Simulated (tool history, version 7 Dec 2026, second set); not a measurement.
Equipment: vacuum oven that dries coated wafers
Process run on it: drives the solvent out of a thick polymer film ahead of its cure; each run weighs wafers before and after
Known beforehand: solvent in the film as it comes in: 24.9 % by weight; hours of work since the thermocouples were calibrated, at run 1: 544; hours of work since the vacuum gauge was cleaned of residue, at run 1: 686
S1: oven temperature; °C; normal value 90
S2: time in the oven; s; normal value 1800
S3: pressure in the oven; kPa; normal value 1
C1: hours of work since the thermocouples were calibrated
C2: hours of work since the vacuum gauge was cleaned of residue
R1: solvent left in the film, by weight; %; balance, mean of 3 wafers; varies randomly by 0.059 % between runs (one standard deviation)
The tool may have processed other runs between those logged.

run     day  S1    S2  S3   C1    C2    R1
  1       0  90  1800   1  544   686  3.06
  2   2.279  90  1800   1  570   712  3.07
  3   3.804  90  1800   1  587   729  3.14
  4   5.717  90  1800   1  609   751  2.96
  5   6.979  90  1140   1  623   765  6.11
  6   9.025  90  1140   1  646   788  5.99
  7  10.133  83  1800   1  659   800  6.22
  8  12.654  83  1800   1  687   829  6.11
  9  14.425  83  1800   1  707   849  6.32
 10  16.638  83  1800   1  732   874  6.16
 11  19.012  83  1800   1  759   901   6.1
 12   21.45  83  1800   1  786   928  6.33
 13  23.267  90  1800   1  807   949  3.09
 14  25.712  90  1800   1  835   976  2.99
 15  26.942  90  1800   1  848   990  2.95
 16  28.442  90  1800   1  865  1007  3.02

Run 17 comes next. What will it give?
 17  30.588  90  1920  1.84  890  1031   ?

R1: 3.03 %
If the tool had no hidden condition, the same run with the same run-to-run variation would have returned R1 3.01 %.
